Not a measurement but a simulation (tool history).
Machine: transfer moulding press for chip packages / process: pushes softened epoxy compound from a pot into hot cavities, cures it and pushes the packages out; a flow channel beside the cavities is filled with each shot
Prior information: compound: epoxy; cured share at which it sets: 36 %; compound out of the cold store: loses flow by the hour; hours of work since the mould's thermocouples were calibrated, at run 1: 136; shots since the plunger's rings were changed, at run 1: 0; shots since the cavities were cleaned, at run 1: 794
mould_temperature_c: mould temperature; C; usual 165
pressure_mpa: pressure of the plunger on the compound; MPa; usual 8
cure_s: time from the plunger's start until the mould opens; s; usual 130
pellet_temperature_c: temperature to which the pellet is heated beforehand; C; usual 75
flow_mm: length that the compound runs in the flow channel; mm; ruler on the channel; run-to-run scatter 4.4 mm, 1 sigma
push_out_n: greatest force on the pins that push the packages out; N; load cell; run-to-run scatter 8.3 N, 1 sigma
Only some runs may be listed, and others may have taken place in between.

run	hour	mould_temperature_c	pressure_mpa	cure_s	pellet_temperature_c	hours of work since the mould's thermocouples were calibrated	shots since the plunger's rings were changed	shots since the cavities were cleaned	incoming compound's hours out of the cold store	flow_mm	push_out_n
1	0	165	8	130	75	136	0	794	26.2	705	699
# hour 8.7: cavities cleaned with cleaning compound and waxed
2	26.8	165	8	130	75	150	194	139	24.4	697	475
3	75.9	165	8	130	75	178	571	516	32.2	682	676
# hour 119.8: cavities cleaned with cleaning compound and waxed
4	119.8	165	8	130	75	202	897	0	32.5	680	372
5	145.3	165	8	130	75	217	1093	196	35.9	670	521
6	182	165	8	130	75	238	1374	477	40	660	652
7	226.8	165	8	130	75	263	1719	822	18.5	702	761
# hour 231: cavities cleaned with cleaning compound and waxed
8	260.6	166	8	130	75	282	1967	228	14.3	698	533
9	311	165	8	130	75	310	2354	615	34.5	661	690
# hour 342.6: cavities cleaned with cleaning compound and waxed
10	346.6	165	8	130	75	330	2616	30	20.9	684	379
11	392.5	165	8	130	75	356	2969	383	24.6	670	602
12	442.1	169	8.35	111	75	384	3350	764	44.4	644	703
# hour 453.2: cavities cleaned with cleaning compound and waxed
13	488.7	169	7.07	111	84	409	3696	273	30.8	602	558
14	539.9	168	6.06	131	80	439	4089	666	19.2	578	657
# hour 554.4: mould's thermocouples calibrated
# hour 565.6: cavities cleaned with cleaning compound and waxed
15	597.3	168	6.06	131	75	24	4503	243	11.7	580	521
16	640.5	162	8	152	83	48	4835	575	34.2	658	676
17	665.2	162	8	152	83	62	5025	765	32.3	653	695
# hour 678.8: cavities cleaned with cleaning compound and waxed
18	719.2	168	8.86	128	84	92	5428	310	13.5	691	555
19	741.1	172	8	133	77	104	5596	478	21.1	636	595
20	763.3	172	8	133	77	117	5767	649	21.1	639	625
# hour 789.5: cavities cleaned with cleaning compound and waxed
21	795.3	172	8	133	77	134	6001	45	26.2	630	378

What if the next run were any one of these 5? Each begins from the tool's condition after run 21:
A	821.1	165	8.28	130	75	149	6199	243	44.3	?	?
B	821.1	160	8	130	75	149	6199	243	35.2	?	?
C	821.1	172	6.9	133	69	149	6199	243	45	?	?
D	821.1	172	6.46	133	81	149	6199	243	33.7	?	?
E	821.1	165	9.13	130	76	149	6199	243	40.8	?	?

run	flow_mm	push_out_n
A	629	513
B	656	668
C	550	497
D	551	493
E	665	510
What these runs would have given with no unlogged condition in the tool:
run	flow_mm	push_out_n
A	675	350
B	704	461
C	590	340
D	591	339
E	713	349
